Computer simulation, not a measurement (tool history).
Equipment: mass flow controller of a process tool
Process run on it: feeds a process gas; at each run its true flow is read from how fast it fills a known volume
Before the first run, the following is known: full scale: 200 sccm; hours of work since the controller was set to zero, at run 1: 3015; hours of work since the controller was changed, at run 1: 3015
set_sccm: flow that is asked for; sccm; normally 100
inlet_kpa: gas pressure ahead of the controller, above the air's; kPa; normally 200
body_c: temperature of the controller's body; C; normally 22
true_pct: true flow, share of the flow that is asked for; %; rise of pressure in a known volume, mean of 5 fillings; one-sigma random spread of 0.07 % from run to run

| run | hour | set_sccm | inlet_kpa | body_c | hours of work since the controller was set to zero | hours of work since the controller was changed | true_pct |
|---|---|---|---|---|---|---|---|
| 1 | 0.0 | 100 | 200 | 22 | 3015 | 3015 | 99.15 |
| 2 | 437.4 | 100 | 200 | 22 | 3275 | 3275 | 99.19 |
| 3 | 928.0 | 100 | 200 | 22 | 3567 | 3567 | 99.05 |
| 4 | 1405.6 | 100 | 200 | 22 | 3852 | 3852 | 99.17 |
| 5 | 1868.2 | 100 | 200 | 22 | 4127 | 4127 | 99.02 |
| 6 | 2243.1 | 100 | 200 | 35 | 4351 | 4351 | 99.87 |
| 7 | 2620.5 | 100 | 200 | 29 | 4575 | 4575 | 99.52 |
| 8 | 2957.5 | 100 | 200 | 36 | 4776 | 4776 | 99.78 |
| 9 | 3382.1 | 100 | 200 | 36 | 5029 | 5029 | 99.81 |

Run 10 is up next; what results do you expect?
| 10 | 3755.5 | 54 | 140 | 23 | 5251 | 5251 | ? |

true_pct: 98.82 %
Without the tool's hidden state the same run would have given true_pct 99.16 %.

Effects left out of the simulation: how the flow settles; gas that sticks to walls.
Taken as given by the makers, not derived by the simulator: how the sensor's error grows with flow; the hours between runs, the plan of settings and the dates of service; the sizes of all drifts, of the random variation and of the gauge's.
